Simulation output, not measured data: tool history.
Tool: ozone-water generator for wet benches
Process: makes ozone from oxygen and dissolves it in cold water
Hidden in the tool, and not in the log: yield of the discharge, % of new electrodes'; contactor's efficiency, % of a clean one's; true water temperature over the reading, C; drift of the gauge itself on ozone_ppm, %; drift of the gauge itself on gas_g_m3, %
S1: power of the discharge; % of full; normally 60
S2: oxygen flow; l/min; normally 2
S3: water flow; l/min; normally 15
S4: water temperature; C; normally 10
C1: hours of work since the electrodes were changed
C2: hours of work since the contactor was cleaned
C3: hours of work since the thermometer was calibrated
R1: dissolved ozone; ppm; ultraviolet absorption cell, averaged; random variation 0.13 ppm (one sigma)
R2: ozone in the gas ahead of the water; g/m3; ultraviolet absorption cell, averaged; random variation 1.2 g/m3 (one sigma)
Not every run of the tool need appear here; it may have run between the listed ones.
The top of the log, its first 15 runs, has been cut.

| run | day | S1 | S2 | S3 | S4 | C1 | C2 | C3 | R1 | R2 |
|---|---|---|---|---|---|---|---|---|---|---|
| 16 | 45.421 | 60 | 2 | 15 | 10 | 3507 | 1852 | 3507 | 21 | 253.3 |
| 17 | 47.167 | 60 | 2 | 15 | 10 | 3549 | 1894 | 3549 | 21 | 253.4 |
| 18 | 50.467 | 60 | 2 | 15 | 10 | 3628 | 1973 | 3628 | 20.8 | 254.5 |
| 19 | 52.162 | 43 | 2 | 15 | 9 | 3668 | 2014 | 3668 | 17.4 | 208.3 |
| 20 | 55.358 | 60 | 1.81 | 15 | 9 | 3745 | 2090 | 3745 | 20.5 | 267.6 |
| 21 | 57.517 | 80 | 1.15 | 13 | 7 | 3796 | 2142 | 3796 | 24.5 | 400 |
| 22 | 59.308 | 98 | 2.54 | 22 | 5 | 3839 | 2185 | 3839 | 21.9 | 305.2 |
| 23 | 62.425 | 46 | 1.51 | 23 | 10 | 3914 | 2259 | 3914 | 10.7 | 248.3 |
| 24 | 64.642 | 60 | 2 | 20 | 10 | 3967 | 2312 | 3967 | 16.1 | 255.1 |
| 25 | 68.383 | 48 | 2 | 15 | 10 | 4057 | 2402 | 4057 | 18.3 | 222.6 |
| 26 | 72.083 | 66 | 3.49 | 12 | 10 | 4145 | 2491 | 4145 | 29.5 | 204.1 |
| 27 | 75.896 | 80 | 1.1 | 19 | 9 | 4237 | 2582 | 4237 | 16.5 | 409.3 |
| 28 | 79.883 | 80 | 2.09 | 11 | 9 | 4332 | 2678 | 4332 | 33.5 | 295 |
| 29 | 83.262 | 97 | 2.14 | 10 | 6 | 4413 | 2758 | 4413 | 42 | 331.5 |
| 30 | 87.05 | 46 | 2.14 | 10 | 6 | 4504 | 2849 | 4504 | 27 | 210.5 |
| 31 | 90.729 | 60 | 1.38 | 19 | 8 | 4592 | 2937 | 4592 | 15.2 | 306.4 |
| 32 | 93.792 | 60 | 2.1 | 11 | 9 | 4665 | 3011 | 4665 | 28.2 | 248 |

Predict each of these 5 candidate next runs independently; none follows another, all start after run 32:
| A | 96.196 | 60 | 2 | 10 | 10 | 4723 | 3068 | 4723 | ? | ? |
| B | 96.196 | 41 | 1.04 | 10 | 10 | 4723 | 3068 | 4723 | ? | ? |
| C | 96.196 | 40 | 2 | 10 | 14 | 4723 | 3068 | 4723 | ? | ? |
| D | 96.196 | 60 | 2.1 | 20 | 9 | 4723 | 3068 | 4723 | ? | ? |
| E | 96.196 | 80 | 1.22 | 18 | 10 | 4723 | 3068 | 4723 | ? | ? |

| run | R1 | R2 |
|---|---|---|
| A | 29.7 | 255.6 |
| B | 20.2 | 282.2 |
| C | 22.4 | 197.7 |
| D | 16.4 | 249.7 |
| E | 18 | 387.6 |
With no hidden state in the tool, these same runs would have given:
| run | R1 | R2 |
|---|---|---|
| A | 29.8 | 255.8 |
| B | 20.2 | 282.3 |
| C | 22.4 | 197.9 |
| D | 16.4 | 249.9 |
| E | 18.1 | 387.9 |
